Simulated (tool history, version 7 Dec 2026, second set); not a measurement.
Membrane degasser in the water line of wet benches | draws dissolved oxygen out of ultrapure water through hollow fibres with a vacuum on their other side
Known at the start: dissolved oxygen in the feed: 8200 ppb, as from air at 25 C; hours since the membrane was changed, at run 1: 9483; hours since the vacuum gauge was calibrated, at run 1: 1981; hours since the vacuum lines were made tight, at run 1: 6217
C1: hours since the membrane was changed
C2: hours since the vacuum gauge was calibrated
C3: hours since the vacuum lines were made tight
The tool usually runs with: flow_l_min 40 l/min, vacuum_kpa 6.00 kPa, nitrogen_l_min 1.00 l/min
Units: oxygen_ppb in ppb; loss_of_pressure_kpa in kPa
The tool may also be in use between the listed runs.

{"run": 1, "hour": 0.0, "flow_l_min": 40, "vacuum_kpa": 6.0, "nitrogen_l_min": 1.0, "C1": 9483, "C2": 1981, "C3": 6217, "oxygen_ppb": 238.9, "loss_of_pressure_kpa": 47.03}
{"run": 2, "hour": 272.3, "flow_l_min": 40, "vacuum_kpa": 6.0, "nitrogen_l_min": 1.0, "C1": 9755, "C2": 2253, "C3": 6489, "oxygen_ppb": 243.2, "loss_of_pressure_kpa": 47.03}
{"run": 3, "hour": 458.3, "flow_l_min": 40, "vacuum_kpa": 6.0, "nitrogen_l_min": 1.0, "C1": 9941, "C2": 2439, "C3": 6675, "oxygen_ppb": 242.5, "loss_of_pressure_kpa": 47.27}
{"run": 4, "hour": 619.7, "flow_l_min": 40, "vacuum_kpa": 6.0, "nitrogen_l_min": 1.0, "C1": 10102, "C2": 2600, "C3": 6836, "oxygen_ppb": 242.0, "loss_of_pressure_kpa": 47.1}
{"run": 5, "hour": 825.1, "flow_l_min": 40, "vacuum_kpa": 6.0, "nitrogen_l_min": 1.0, "C1": 10308, "C2": 2806, "C3": 7042, "oxygen_ppb": 241.6, "loss_of_pressure_kpa": 47.24}
{"run": 6, "hour": 981.5, "flow_l_min": 43, "vacuum_kpa": 6.0, "nitrogen_l_min": 1.0, "C1": 10464, "C2": 2962, "C3": 7198, "oxygen_ppb": 263.7, "loss_of_pressure_kpa": 50.77}
{"run": 7, "hour": 1190.8, "flow_l_min": 43, "vacuum_kpa": 6.0, "nitrogen_l_min": 1.0, "C1": 10673, "C2": 3172, "C3": 7408, "oxygen_ppb": 263.5, "loss_of_pressure_kpa": 50.92}
{"run": 8, "hour": 1395.7, "flow_l_min": 44, "vacuum_kpa": 4.25, "nitrogen_l_min": 0.66, "C1": 10878, "C2": 3376, "C3": 7612, "oxygen_ppb": 162.3, "loss_of_pressure_kpa": 51.91}
{"run": 9, "hour": 1577.3, "flow_l_min": 44, "vacuum_kpa": 4.25, "nitrogen_l_min": 0.66, "C1": 11060, "C2": 3558, "C3": 7794, "oxygen_ppb": 161.7, "loss_of_pressure_kpa": 51.76}
{"run": 10, "hour": 1780.3, "flow_l_min": 44, "vacuum_kpa": 4.25, "nitrogen_l_min": 0.66, "C1": 11263, "C2": 3761, "C3": 7997, "oxygen_ppb": 163.8, "loss_of_pressure_kpa": 52.14}
{"run": 11, "hour": 1913.6, "flow_l_min": 49, "vacuum_kpa": 13.85, "nitrogen_l_min": 2.09, "C1": 11396, "C2": 3894, "C3": 8130, "oxygen_ppb": 557.3, "loss_of_pressure_kpa": 57.94}
{"run": 12, "hour": 2041.4, "flow_l_min": 29, "vacuum_kpa": 8.4, "nitrogen_l_min": 1.04, "C1": 11524, "C2": 4022, "C3": 8258, "oxygen_ppb": 312.1, "loss_of_pressure_kpa": 34.21}
{"run": 13, "hour": 2290.9, "flow_l_min": 40, "vacuum_kpa": 4.61, "nitrogen_l_min": 0.6, "C1": 11774, "C2": 4272, "C3": 8508, "oxygen_ppb": 198.5, "loss_of_pressure_kpa": 47.47}

Run 14 comes next. What will it give?
{"run": 14, "hour": 2501.3, "flow_l_min": 27, "vacuum_kpa": 4.92, "nitrogen_l_min": 2.16, "C1": 11984, "C2": 4482, "C3": 8718, "oxygen_ppb": "?", "loss_of_pressure_kpa": "?"}

oxygen_ppb: 57.6 ppb
loss_of_pressure_kpa: 32.10 kPa
If the tool had no hidden condition, the same run with the same run-to-run variation would have returned oxygen_ppb 50.6 ppb, loss_of_pressure_kpa 30.86 kPa.
